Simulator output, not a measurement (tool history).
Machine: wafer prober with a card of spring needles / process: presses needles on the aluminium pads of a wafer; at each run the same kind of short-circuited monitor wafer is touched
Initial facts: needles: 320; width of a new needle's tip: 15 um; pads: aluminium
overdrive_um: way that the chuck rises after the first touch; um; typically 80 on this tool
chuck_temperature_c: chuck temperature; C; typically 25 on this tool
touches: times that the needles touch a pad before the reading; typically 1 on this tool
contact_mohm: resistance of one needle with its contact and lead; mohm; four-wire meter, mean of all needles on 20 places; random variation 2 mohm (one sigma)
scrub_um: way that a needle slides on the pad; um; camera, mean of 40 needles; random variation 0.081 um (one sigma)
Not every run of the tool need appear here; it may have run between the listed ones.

| run | hour | overdrive_um | chuck_temperature_c | touches | contact_mohm | scrub_um |
|---|---|---|---|---|---|---|
| 1 | 0 | 80 | 25 | 1 | 218 | 14.55 |
| 2 | 8.9 | 80 | 25 | 1 | 212 | 14.68 |
| 3 | 15.8 | 80 | 25 | 1 | 214 | 14.6 |
| 4 | 25 | 80 | 25 | 1 | 214 | 14.65 |
| 5 | 34.1 | 80 | 25 | 1 | 215 | 14.54 |
| 6 | 41.9 | 80 | 25 | 1 | 211 | 14.62 |
| 7 | 49.7 | 80 | 25 | 1 | 218 | 14.58 |
| 8 | 55.7 | 80 | 25 | 1 | 216 | 14.59 |
| 9 | 62.8 | 80 | 25 | 1 | 216 | 14.56 |
| 10 | 68.7 | 80 | 25 | 1 | 213 | 14.62 |
| 11 | 78.1 | 80 | 25 | 1 | 215 | 14.49 |
| 12 | 84.4 | 80 | 33 | 1 | 217 | 14.53 |
| 13 | 90.7 | 80 | 33 | 1 | 215 | 14.5 |
| 14 | 97.1 | 80 | 25 | 1 | 217 | 14.58 |
| 15 | 101.4 | 80 | 25 | 1 | 213 | 14.6 |
| 16 | 106.9 | 80 | 25 | 1 | 214 | 14.69 |
| 17 | 114.6 | 80 | 25 | 1 | 213 | 14.66 |
| 18 | 122.3 | 80 | 25 | 1 | 218 | 14.54 |
| 19 | 127.3 | 80 | 47 | 2 | 225 | 14.6 |
| 20 | 136.2 | 63 | 107 | 1 | 238 | 11.28 |
| 21 | 140.1 | 80 | 29 | 1 | 216 | 14.62 |
| 22 | 145 | 75 | 79 | 3 | 230 | 13.66 |
| 23 | 150.4 | 70 | 34 | 1 | 215 | 12.86 |
| 24 | 158.1 | 82 | 62 | 1 | 221 | 14.87 |
| 25 | 163.7 | 82 | 62 | 3 | 224 | 14.97 |
| 26 | 169.2 | 84 | 25 | 1 | 217 | 15.27 |
| 27 | 175.9 | 84 | 25 | 1 | 212 | 15.35 |
| 28 | 184.4 | 62 | 35 | 2 | 219 | 11.32 |
| 29 | 190.1 | 61 | 100 | 2 | 236 | 11.12 |
| 30 | 198.5 | 61 | 100 | 2 | 234 | 11.22 |
| 31 | 205.3 | 61 | 38 | 2 | 219 | 11.14 |
| 32 | 209.6 | 74 | 83 | 2 | 229 | 13.45 |
| 33 | 219.1 | 90 | 25 | 3 | 215 | 16.35 |

Missing from the log above: 16 entries noted between runs. For each, name the pair of listed runs it sits between and say how the tool's hidden condition differs from the listed run just before to the listed run just after:
Run 1 -> run 2: tips cleaned on abrasive film (hour 4.3)
  debris on the tips, nm: 1 -> 0.6
Run 3 -> run 4: tips cleaned on abrasive film (hour 18.4)
  debris on the tips, nm: 1.1 -> 0.8
Run 4 -> run 5: tips cleaned on abrasive film (hour 32.5)
  debris on the tips, nm: 0.8 -> 0.3
Run 6 -> run 7: tips cleaned on abrasive film (hour 46.5)
  debris on the tips, nm: 1 -> 0.5
Run 8 -> run 9: tips cleaned on abrasive film (hour 60.3)
  debris on the tips, nm: 1 -> 0.5
Run 10 -> run 11: tips cleaned on abrasive film (hour 74.3)
  debris on the tips, nm: 0.9 -> 0.5; way that the needles fall short of the set height, um: 0.01 -> 0.02; tips' diameter, um: 15 -> 15.01
Run 12 -> run 13: tips cleaned on abrasive film (hour 88.3)
  debris on the tips, nm: 1 -> 0.4
Run 15 -> run 16: tips cleaned on abrasive film (hour 102.1)
  debris on the tips, nm: 1.2 -> 0.7
Run 17 -> run 18: tips cleaned on abrasive film (hour 116.3)
  debris on the tips, nm: 1.2 -> 0.8
Run 19 -> run 20: tips cleaned on abrasive film (hour 130.1)
  debris on the tips, nm: 1.1 -> 0.8
Run 21 -> run 22: tips cleaned on abrasive film (hour 144.3)
  debris on the tips, nm: 1 -> 0.2
Run 23 -> run 24: tips cleaned on abrasive film (hour 158)
  debris on the tips, nm: 0.8 -> 0.1; way that the needles fall short of the set height, um: 0.02 -> 0.03
Run 26 -> run 27: tips cleaned on abrasive film (hour 171.6)
  debris on the tips, nm: 1.1 -> 0.6
Run 28 -> run 29: tips cleaned on abrasive film (hour 185.2)
  debris on the tips, nm: 1.2 -> 0.7
Run 30 -> run 31: tips cleaned on abrasive film (hour 199.3)
  debris on the tips, nm: 1.2 -> 0.8
Run 32 -> run 33: tips cleaned on abrasive film (hour 213.2)
  debris on the tips, nm: 1.1 -> 0.7

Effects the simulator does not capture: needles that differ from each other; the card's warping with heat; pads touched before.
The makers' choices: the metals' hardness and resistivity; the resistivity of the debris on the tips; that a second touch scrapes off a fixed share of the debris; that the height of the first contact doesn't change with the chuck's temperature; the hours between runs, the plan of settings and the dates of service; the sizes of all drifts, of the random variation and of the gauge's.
